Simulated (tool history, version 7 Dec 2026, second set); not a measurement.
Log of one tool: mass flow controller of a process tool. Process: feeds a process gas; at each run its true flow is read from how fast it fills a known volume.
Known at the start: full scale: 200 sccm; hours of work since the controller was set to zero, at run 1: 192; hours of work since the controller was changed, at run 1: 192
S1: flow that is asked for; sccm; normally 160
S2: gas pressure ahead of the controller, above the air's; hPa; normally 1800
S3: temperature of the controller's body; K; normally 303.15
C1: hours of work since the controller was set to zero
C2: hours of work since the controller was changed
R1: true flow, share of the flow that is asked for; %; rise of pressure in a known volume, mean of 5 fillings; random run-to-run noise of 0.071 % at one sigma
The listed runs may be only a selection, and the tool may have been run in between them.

| run | hour | S1 | S2 | S3 | C1 | C2 | R1 |
|---|---|---|---|---|---|---|---|
| 1 | 0 | 160 | 1800 | 303.15 | 192 | 192 | 99.49 |
| 2 | 489.2 | 160 | 1800 | 301.15 | 493 | 493 | 99.5 |
| 3 | 697.7 | 160 | 1800 | 301.15 | 621 | 621 | 99.6 |
| 4 | 1054.8 | 160 | 1780 | 303.15 | 841 | 841 | 99.39 |
| 5 | 1556.5 | 160 | 1780 | 303.15 | 1150 | 1150 | 99.42 |
| 6 | 1902.9 | 160 | 1800 | 303.15 | 1364 | 1364 | 99.42 |
| 7 | 2237.5 | 160 | 1800 | 303.15 | 1570 | 1570 | 99.43 |
| 8 | 2717.8 | 160 | 1800 | 303.15 | 1866 | 1866 | 99.34 |
| 9 | 3158.9 | 46 | 1800 | 303.15 | 2137 | 2137 | 98.82 |
| 10 | 3502.9 | 142 | 1800 | 303.15 | 2349 | 2349 | 99.41 |
| 11 | 3931.5 | 160 | 1800 | 305.15 | 2613 | 2613 | 99.2 |
| 12 | 4170.7 | 59 | 1800 | 303.15 | 2760 | 2760 | 98.8 |
| 13 | 4454.8 | 50 | 1790 | 311.15 | 2935 | 2935 | 98.42 |
| 14 | 4865.3 | 151 | 2230 | 295.15 | 3188 | 3188 | 99.87 |
| 15 | 5296.8 | 74 | 1850 | 294.15 | 3454 | 3454 | 99.28 |

Run 16 is up next; what results do you expect?
| 16 | 5602.6 | 28 | 2250 | 311.15 | 3642 | 3642 | ? |

Run 16 gave R1 98.34 %.
With no hidden state in the tool, this same run would have given R1 98.31 %.

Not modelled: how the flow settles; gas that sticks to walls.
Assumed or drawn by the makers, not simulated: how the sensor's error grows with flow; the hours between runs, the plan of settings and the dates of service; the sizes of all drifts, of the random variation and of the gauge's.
